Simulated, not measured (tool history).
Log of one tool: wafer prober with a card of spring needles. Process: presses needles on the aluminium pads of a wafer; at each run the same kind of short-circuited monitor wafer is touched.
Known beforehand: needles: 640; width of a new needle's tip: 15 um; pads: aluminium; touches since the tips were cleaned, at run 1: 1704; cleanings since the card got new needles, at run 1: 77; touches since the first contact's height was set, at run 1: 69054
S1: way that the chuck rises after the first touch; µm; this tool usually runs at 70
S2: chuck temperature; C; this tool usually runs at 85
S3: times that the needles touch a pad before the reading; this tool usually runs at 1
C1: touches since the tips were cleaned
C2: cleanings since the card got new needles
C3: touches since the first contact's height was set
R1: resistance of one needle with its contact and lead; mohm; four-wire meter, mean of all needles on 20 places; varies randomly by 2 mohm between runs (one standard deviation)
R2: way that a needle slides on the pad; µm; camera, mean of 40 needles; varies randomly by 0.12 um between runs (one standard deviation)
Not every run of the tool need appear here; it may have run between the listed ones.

| run | hour | S1 | S2 | S3 | C1 | C2 | C3 | R1 | R2 |
|---|---|---|---|---|---|---|---|---|---|
| 1 | 0.0 | 70 | 85 | 1 | 1704 | 77 | 69054 | 211 | 15.89 |
|  | 1.5 | tips cleaned on abrasive film |
|  | 13.3 | tips cleaned on abrasive film |
|  | 24.8 | tips cleaned on abrasive film |
| 2 | 31.8 | 70 | 85 | 1 | 1170 | 80 | 74285 | 213 | 16.11 |
|  | 36.6 | tips cleaned on abrasive film |
|  | 49.0 | tips cleaned on abrasive film |
| 3 | 53.8 | 70 | 85 | 2 | 802 | 82 | 77905 | 209 | 16.12 |
|  | 60.3 | tips cleaned on abrasive film |
| 4 | 69.2 | 70 | 110 | 1 | 1479 | 83 | 80438 | 217 | 16.17 |
|  | 71.7 | tips cleaned on abrasive film |
|  | 83.0 | tips cleaned on abrasive film |
| 5 | 83.0 | 70 | 108 | 1 | 0 | 85 | 82694 | 214 | 16.16 |
|  | 95.4 | tips cleaned on abrasive film |
|  | 108.3 | tips cleaned on abrasive film |
| 6 | 114.2 | 70 | 57 | 1 | 982 | 87 | 87838 | 206 | 16.25 |
|  | 119.8 | tips cleaned on abrasive film |
| 7 | 128.2 | 70 | 39 | 1 | 1397 | 88 | 90151 | 201 | 16.08 |
|  | 131.1 | tips cleaned on abrasive film |
|  | 143.6 | tips cleaned on abrasive film |
| 8 | 151.1 | 70 | 39 | 1 | 1249 | 90 | 93909 | 198 | 16.28 |
|  | 155.9 | tips cleaned on abrasive film |
|  | 166.4 | height of the first contact set anew |
|  | 168.6 | tips cleaned on abrasive film |
| 9 | 177.2 | 55 | 60 | 1 | 1424 | 92 | 1778 | 206 | 12.71 |
|  | 181.5 | tips cleaned on abrasive film |
|  | 194.3 | tips cleaned on abrasive film |
| 10 | 199.2 | 55 | 60 | 1 | 827 | 94 | 5398 | 212 | 12.63 |
|  | 206.9 | tips cleaned on abrasive film |
|  | 219.2 | tips cleaned on abrasive film |
|  | 230.4 | tips cleaned on abrasive film |
| 11 | 230.4 | 55 | 60 | 1 | 0 | 97 | 10521 | 209 | 12.66 |
|  | 241.8 | tips cleaned on abrasive film |
|  | 253.0 | tips cleaned on abrasive film |
| 12 | 260.4 | 70 | 63 | 1 | 1224 | 99 | 15459 | 205 | 16.29 |
|  | 264.5 | tips cleaned on abrasive film |
|  | 277.0 | tips cleaned on abrasive film |
|  | 288.3 | tips cleaned on abrasive film |
| 13 | 290.9 | 70 | 63 | 1 | 436 | 102 | 20472 | 207 | 16.33 |

Hidden condition of the tool, last listed run before each entry between runs versus first listed run after:
Run 1 -> run 2: tips cleaned on abrasive film (hour 1.5); tips cleaned on abrasive film (hour 13.3); tips cleaned on abrasive film (hour 24.8)
  debris on the tips, nm: 2.2 -> 1.7; way that the needles fall short of the set height, um: 0.16 -> 0.17; tips' diameter, um: 15.13 -> 15.14
Run 2 -> run 3: tips cleaned on abrasive film (hour 36.6); tips cleaned on abrasive film (hour 49.0)
  debris on the tips, nm: 1.7 -> 1.2; way that the needles fall short of the set height, um: 0.17 -> 0.18
Run 3 -> run 4: tips cleaned on abrasive film (hour 60.3)
  debris on the tips, nm: 1.2 -> 2; way that the needles fall short of the set height, um: 0.18 -> 0.19
Run 4 -> run 5: tips cleaned on abrasive film (hour 71.7); tips cleaned on abrasive film (hour 83.0)
  debris on the tips, nm: 2 -> 0.1; way that the needles fall short of the set height, um: 0.19 -> 0.2; tips' diameter, um: 15.14 -> 15.15
Run 5 -> run 6: tips cleaned on abrasive film (hour 95.4); tips cleaned on abrasive film (hour 108.3)
  debris on the tips, nm: 0.1 -> 1.4; way that the needles fall short of the set height, um: 0.2 -> 0.21
Run 6 -> run 7: tips cleaned on abrasive film (hour 119.8)
  debris on the tips, nm: 1.4 -> 1.7
Run 7 -> run 8: tips cleaned on abrasive film (hour 131.1); tips cleaned on abrasive film (hour 143.6)
  debris on the tips, nm: 1.7 -> 1.8; way that the needles fall short of the set height, um: 0.21 -> 0.22; tips' diameter, um: 15.15 -> 15.16
Run 8 -> run 9: tips cleaned on abrasive film (hour 155.9); height of the first contact set anew (hour 166.4); tips cleaned on abrasive film (hour 168.6)
  debris on the tips, nm: 1.8 -> 1.9; way that the needles fall short of the set height, um: 0.22 -> 0.01
Run 9 -> run 10: tips cleaned on abrasive film (hour 181.5); tips cleaned on abrasive film (hour 194.3)
  debris on the tips, nm: 1.9 -> 1.2
Run 10 -> run 11: tips cleaned on abrasive film (hour 206.9); tips cleaned on abrasive film (hour 219.2); tips cleaned on abrasive film (hour 230.4)
  debris on the tips, nm: 1.2 -> 0.2; way that the needles fall short of the set height, um: 0.01 -> 0.03; tips' diameter, um: 15.16 -> 15.17
Run 11 -> run 12: tips cleaned on abrasive film (hour 241.8); tips cleaned on abrasive film (hour 253.0)
  debris on the tips, nm: 0.2 -> 1.7; way that the needles fall short of the set height, um: 0.03 -> 0.04
Run 12 -> run 13: tips cleaned on abrasive film (hour 264.5); tips cleaned on abrasive film (hour 277.0); tips cleaned on abrasive film (hour 288.3)
  debris on the tips, nm: 1.7 -> 0.8; way that the needles fall short of the set height, um: 0.04 -> 0.05
